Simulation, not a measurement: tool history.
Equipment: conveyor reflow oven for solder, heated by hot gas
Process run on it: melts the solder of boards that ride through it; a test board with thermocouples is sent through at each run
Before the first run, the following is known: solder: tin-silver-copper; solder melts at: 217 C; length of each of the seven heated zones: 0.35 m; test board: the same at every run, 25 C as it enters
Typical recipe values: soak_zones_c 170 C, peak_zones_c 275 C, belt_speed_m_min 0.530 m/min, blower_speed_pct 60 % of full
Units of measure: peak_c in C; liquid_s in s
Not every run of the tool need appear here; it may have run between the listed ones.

run 1 hour=0.0 | soak_zones_c=170 peak_zones_c=275 belt_speed_m_min=0.530 blower_speed_pct=60 | peak_c=253.5 liquid_s=57.9
run 2 hour=16.0 | soak_zones_c=170 peak_zones_c=275 belt_speed_m_min=0.456 blower_speed_pct=60 | peak_c=258.8 liquid_s=73.7
run 3 hour=45.3 | soak_zones_c=170 peak_zones_c=275 belt_speed_m_min=0.456 blower_speed_pct=60 | peak_c=259.0 liquid_s=72.9
run 4 hour=59.7 | soak_zones_c=170 peak_zones_c=275 belt_speed_m_min=0.456 blower_speed_pct=60 | peak_c=259.3 liquid_s=72.2
run 5 hour=78.5 | soak_zones_c=170 peak_zones_c=275 belt_speed_m_min=0.495 blower_speed_pct=60 | peak_c=256.5 liquid_s=65.4
run 6 hour=107.4 | soak_zones_c=170 peak_zones_c=275 belt_speed_m_min=0.530 blower_speed_pct=60 | peak_c=253.9 liquid_s=57.7
run 7 hour=124.8 | soak_zones_c=170 peak_zones_c=285 belt_speed_m_min=0.530 blower_speed_pct=60 | peak_c=262.1 liquid_s=64.1
run 8 hour=147.1 | soak_zones_c=170 peak_zones_c=285 belt_speed_m_min=0.530 blower_speed_pct=60 | peak_c=262.2 liquid_s=63.7
run 9 hour=174.7 | soak_zones_c=170 peak_zones_c=285 belt_speed_m_min=0.530 blower_speed_pct=60 | peak_c=262.0 liquid_s=63.8
run 10 hour=200.6 | soak_zones_c=170 peak_zones_c=285 belt_speed_m_min=0.530 blower_speed_pct=60 | peak_c=262.5 liquid_s=64.0
run 11 hour=226.2 | soak_zones_c=170 peak_zones_c=275 belt_speed_m_min=0.530 blower_speed_pct=60 | peak_c=253.4 liquid_s=57.7
run 12 hour=246.7 | soak_zones_c=170 peak_zones_c=275 belt_speed_m_min=0.530 blower_speed_pct=60 | peak_c=254.2 liquid_s=58.0
run 13 hour=268.3 | soak_zones_c=179 peak_zones_c=275 belt_speed_m_min=0.530 blower_speed_pct=60 | peak_c=255.6 liquid_s=62.3
run 14 hour=294.0 | soak_zones_c=179 peak_zones_c=275 belt_speed_m_min=0.530 blower_speed_pct=60 | peak_c=255.3 liquid_s=62.7
-- hour=305.7 flux residue cleaned out of gas plates and filters
run 15 hour=316.6 | soak_zones_c=179 peak_zones_c=275 belt_speed_m_min=0.530 blower_speed_pct=60 | peak_c=255.7 liquid_s=62.9
run 16 hour=339.2 | soak_zones_c=170 peak_zones_c=284 belt_speed_m_min=0.530 blower_speed_pct=60 | peak_c=262.3 liquid_s=63.1
run 17 hour=366.1 | soak_zones_c=170 peak_zones_c=275 belt_speed_m_min=0.530 blower_speed_pct=78 | peak_c=259.2 liquid_s=63.2
run 18 hour=391.8 | soak_zones_c=170 peak_zones_c=275 belt_speed_m_min=0.530 blower_speed_pct=78 | peak_c=259.4 liquid_s=62.3
run 19 hour=421.3 | soak_zones_c=178 peak_zones_c=275 belt_speed_m_min=0.492 blower_speed_pct=60 | peak_c=258.9 liquid_s=69.7
run 20 hour=439.6 | soak_zones_c=178 peak_zones_c=287 belt_speed_m_min=0.466 blower_speed_pct=83 | peak_c=276.1 liquid_s=83.9
run 21 hour=460.1 | soak_zones_c=178 peak_zones_c=287 belt_speed_m_min=0.466 blower_speed_pct=83 | peak_c=275.8 liquid_s=84.2
run 22 hour=486.2 | soak_zones_c=163 peak_zones_c=283 belt_speed_m_min=0.568 blower_speed_pct=87 | peak_c=263.9 liquid_s=58.9
run 23 hour=509.3 | soak_zones_c=163 peak_zones_c=277 belt_speed_m_min=0.568 blower_speed_pct=87 | peak_c=259.3 liquid_s=56.7
run 24 hour=538.5 | soak_zones_c=163 peak_zones_c=277 belt_speed_m_min=0.568 blower_speed_pct=87 | peak_c=259.0 liquid_s=56.9
run 25 hour=564.5 | soak_zones_c=163 peak_zones_c=277 belt_speed_m_min=0.568 blower_speed_pct=79 | peak_c=257.4 liquid_s=54.7
run 26 hour=595.3 | soak_zones_c=163 peak_zones_c=277 belt_speed_m_min=0.568 blower_speed_pct=79 | peak_c=257.3 liquid_s=54.3
run 27 hour=615.5 | soak_zones_c=163 peak_zones_c=270 belt_speed_m_min=0.568 blower_speed_pct=79 | peak_c=250.7 liquid_s=50.9
run 28 hour=641.9 | soak_zones_c=170 peak_zones_c=275 belt_speed_m_min=0.530 blower_speed_pct=78 | peak_c=258.3 liquid_s=62.0
run 29 hour=657.9 | soak_zones_c=170 peak_zones_c=270 belt_speed_m_min=0.530 blower_speed_pct=78 | peak_c=254.3 liquid_s=59.1
run 30 hour=688.5 | soak_zones_c=170 peak_zones_c=270 belt_speed_m_min=0.530 blower_speed_pct=78 | peak_c=254.6 liquid_s=59.5
run 31 hour=716.5 | soak_zones_c=170 peak_zones_c=270 belt_speed_m_min=0.530 blower_speed_pct=78 | peak_c=254.5 liquid_s=59.9
run 32 hour=741.7 | soak_zones_c=170 peak_zones_c=270 belt_speed_m_min=0.530 blower_speed_pct=78 | peak_c=254.0 liquid_s=59.5

Below are 3 alternative next runs, each starting from the tool's condition after run 32. Predict each:
-- hour=750.5 thermocouples of zones 6 and 7 changed
run A hour=772.6 | soak_zones_c=170 peak_zones_c=275 belt_speed_m_min=0.447 blower_speed_pct=60 | peak_c=? liquid_s=?
-- hour=750.5 thermocouples of zones 6 and 7 changed
run B hour=772.6 | soak_zones_c=183 peak_zones_c=270 belt_speed_m_min=0.530 blower_speed_pct=78 | peak_c=? liquid_s=?
-- hour=750.5 thermocouples of zones 6 and 7 changed
run C hour=772.6 | soak_zones_c=163 peak_zones_c=267 belt_speed_m_min=0.456 blower_speed_pct=78 | peak_c=? liquid_s=?

run=A peak_c=259.5 liquid_s=75.1
run=B peak_c=256.0 liquid_s=66.5
run=C peak_c=255.2 liquid_s=68.8
What these runs would have given with no unlogged condition in the tool:
run=A peak_c=259.6 liquid_s=75.1
run=B peak_c=256.1 liquid_s=66.5
run=C peak_c=255.3 liquid_s=68.8
